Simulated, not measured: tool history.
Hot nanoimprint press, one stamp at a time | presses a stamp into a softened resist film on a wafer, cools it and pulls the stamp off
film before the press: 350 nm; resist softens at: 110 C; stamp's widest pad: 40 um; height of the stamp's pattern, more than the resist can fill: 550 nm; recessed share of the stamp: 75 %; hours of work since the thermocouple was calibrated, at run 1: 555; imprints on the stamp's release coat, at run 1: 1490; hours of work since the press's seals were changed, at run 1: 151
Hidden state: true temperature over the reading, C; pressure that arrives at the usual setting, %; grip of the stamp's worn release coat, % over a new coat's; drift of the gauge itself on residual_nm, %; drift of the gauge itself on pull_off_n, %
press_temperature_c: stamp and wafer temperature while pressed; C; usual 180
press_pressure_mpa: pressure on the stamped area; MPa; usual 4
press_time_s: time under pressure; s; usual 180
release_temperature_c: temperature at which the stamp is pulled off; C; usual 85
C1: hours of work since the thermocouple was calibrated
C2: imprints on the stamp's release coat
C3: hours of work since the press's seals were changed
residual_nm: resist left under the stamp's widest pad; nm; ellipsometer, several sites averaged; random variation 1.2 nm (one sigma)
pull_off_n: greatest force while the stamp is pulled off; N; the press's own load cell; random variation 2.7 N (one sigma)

{"run": 1, "hour": 0.0, "press_temperature_c": 180, "press_pressure_mpa": 4, "press_time_s": 180, "release_temperature_c": 85, "C1": 555, "C2": 1490, "C3": 151, "residual_nm": 201.2, "pull_off_n": 176}
{"hour": 35.5, "done": "plate thermocouple calibrated"}
{"hour": 63.7, "done": "stamp cleaned and given a new release coat"}
{"run": 2, "hour": 67.4, "press_temperature_c": 180, "press_pressure_mpa": 6.29, "press_time_s": 180, "release_temperature_c": 85, "C1": 13, "C2": 7, "C3": 181, "residual_nm": 174.7, "pull_off_n": 131}
{"run": 3, "hour": 105.4, "press_temperature_c": 180, "press_pressure_mpa": 6.29, "press_time_s": 180, "release_temperature_c": 85, "C1": 32, "C2": 73, "C3": 200, "residual_nm": 174.6, "pull_off_n": 134}
{"run": 4, "hour": 158.3, "press_temperature_c": 180, "press_pressure_mpa": 4, "press_time_s": 180, "release_temperature_c": 85, "C1": 59, "C2": 165, "C3": 226, "residual_nm": 209.9, "pull_off_n": 133}
{"run": 5, "hour": 187.7, "press_temperature_c": 180, "press_pressure_mpa": 4, "press_time_s": 180, "release_temperature_c": 85, "C1": 74, "C2": 217, "C3": 241, "residual_nm": 207.4, "pull_off_n": 136}
{"run": 6, "hour": 215.7, "press_temperature_c": 180, "press_pressure_mpa": 4, "press_time_s": 273, "release_temperature_c": 84, "C1": 88, "C2": 266, "C3": 255, "residual_nm": 182.5, "pull_off_n": 136}

Forecast run 7:
{"run": 7, "hour": 263.7, "press_temperature_c": 190, "press_pressure_mpa": 4, "press_time_s": 259, "release_temperature_c": 85, "C1": 112, "C2": 349, "C3": 280, "residual_nm": "?", "pull_off_n": "?"}

residual_nm: 119.4 nm
pull_off_n: 142 N
Without the tool's hidden state the same run would have given residual_nm 105.3 nm, pull_off_n 127 N.

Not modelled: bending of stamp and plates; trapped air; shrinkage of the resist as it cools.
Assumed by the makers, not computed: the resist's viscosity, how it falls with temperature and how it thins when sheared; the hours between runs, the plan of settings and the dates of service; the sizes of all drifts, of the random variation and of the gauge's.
